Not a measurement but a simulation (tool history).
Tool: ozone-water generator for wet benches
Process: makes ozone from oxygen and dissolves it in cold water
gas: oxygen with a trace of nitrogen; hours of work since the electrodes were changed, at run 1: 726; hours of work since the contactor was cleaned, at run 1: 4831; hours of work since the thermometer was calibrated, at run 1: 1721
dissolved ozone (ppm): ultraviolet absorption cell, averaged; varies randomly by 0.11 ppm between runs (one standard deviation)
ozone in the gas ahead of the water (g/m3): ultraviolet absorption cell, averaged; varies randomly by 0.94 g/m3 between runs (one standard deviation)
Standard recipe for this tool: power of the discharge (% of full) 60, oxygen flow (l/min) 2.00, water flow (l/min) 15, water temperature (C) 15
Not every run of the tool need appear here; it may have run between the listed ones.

run    hour  power of the discharge (% of full)  oxygen flow (l/min)  water flow (l/min)  water temperature (C)  hours of work since the electrodes were changed  hours of work since the contactor was cleaned  hours of work since the thermometer was calibrated  dissolved ozone (ppm)  ozone in the gas ahead of the water (g/m3)
  1     0.0                                  60                 2.00                  15                     15                                              726                                           4831                                                1721                    9.1                                       157.1
  2    93.4                                  60                 2.00                  15                     15                                              790                                           4895                                                1785                    9.0                                       156.6
  3   216.8                                  60                 2.00                  15                     15                                              875                                           4980                                                1870                    8.9                                       157.5
  4   291.6                                  51                 2.00                  15                     15                                              926                                           5032                                                1922                    8.3                                       143.8
  5   420.4                                  51                 2.00                  15                     15                                             1015                                           5120                                                2010                    8.0                                       143.0
  6   516.3                                  60                 2.00                  15                      8                                             1081                                           5186                                                2076                    9.5                                       155.9
  7   644.7                                  60                 2.00                  15                      8                                             1169                                           5274                                                2164                    9.5                                       156.1
  8   762.5                                  60                 1.45                  15                      8                                             1250                                           5355                                                2245                    8.9                                       182.2
  9   819.3                                  60                 1.45                  15                      8                                             1289                                           5394                                                2284                    8.6                                       181.6
 10   916.7                                  60                 1.45                  15                      8                                             1356                                           5461                                                2351                    8.6                                       183.7
 11   998.2                                  60                 1.45                  15                     13                                             1412                                           5517                                                2407                    8.4                                       180.9
     1011.5  -- contactor cleaned
 12  1114.5                                  60                 2.00                  17                     15                                             1489                                             71                                                2484                    7.8                                       155.8
 13  1207.5                                  60                 2.00                  15                     15                                             1553                                            135                                                2548                    8.8                                       155.2
 14  1325.8                                  60                 2.00                  15                     15                                             1634                                            216                                                2629                    8.7                                       153.8
 15  1442.2                                  60                 2.00                  15                     15                                             1714                                            296                                                2709                    8.8                                       154.8
 16  1509.5                                  60                 2.00                  15                     15                                             1760                                            342                                                2755                    8.8                                       155.4
     1620.0  -- contactor cleaned, once more
 17  1620.0                                  60                 2.00                  15                     15                                             1833                                              0                                                2828                    9.2                                       153.9
 18  1684.7                                  48                 2.06                  15                      9                                             1878                                             44                                                2873                    8.8                                       135.1
 19  1741.2                                  60                 2.00                  20                     15                                             1917                                             83                                                2912                    6.4                                       154.3
 20  1835.2                                  83                 2.00                  15                     15                                             1981                                            148                                                2976                   11.0                                       185.9
 21  1890.6                                  83                 2.00                  15                     15                                             2019                                            186                                                3014                   11.1                                       185.6
 22  1995.1                                  83                 1.67                  15                     15                                             2091                                            258                                                3086                   10.7                                       204.1
 23  2113.4                                  83                 1.67                  15                     15                                             2172                                            339                                                3167                   10.6                                       203.3
 24  2203.1                                  83                 1.67                  15                     15                                             2234                                            401                                                3229                   10.6                                       204.5
 25  2265.8                                  46                 2.00                  15                     15                                             2277                                            444                                                3272                    7.9                                       133.3
 26  2377.2                                  48                 2.00                  16                     15                                             2353                                            520                                                3349                    7.5                                       134.3
 27  2446.6                                  60                 2.00                  16                     15                                             2401                                            568                                                3396                    8.5                                       153.4
 28  2534.5                                  60                 2.00                  16                     15                                             2461                                            628                                                3457                    8.6                                       155.6
 29  2662.6                                  48                 2.00                  16                     15                                             2549                                            716                                                3545                    7.3                                       134.8
 30  2748.0                                  48                 2.00                  16                     15                                             2608                                            775                                                3603                    7.3                                       135.3
 31  2807.2                                  48                 2.00                  16                     15                                             2649                                            815                                                3644                    7.4                                       133.8
 32  2887.5                                  94                 1.05                  17                      8                                             2704                                            871                                                3699                    8.6                                       273.1

What does the tool deliver on the next run?
 33  2945.6                                  63                 1.07                  17                      8                                             2744                                            911                                                3739                      ?                                           ?

{"run 33": {"dissolved ozone (ppm)": 6.8, "ozone in the gas ahead of the water (g/m3)": 215.3}}
With the hidden condition absent and the run-to-run variation left alone, this run would have shown dissolved ozone (ppm) 7.1, ozone in the gas ahead of the water (g/m3) 222.6.
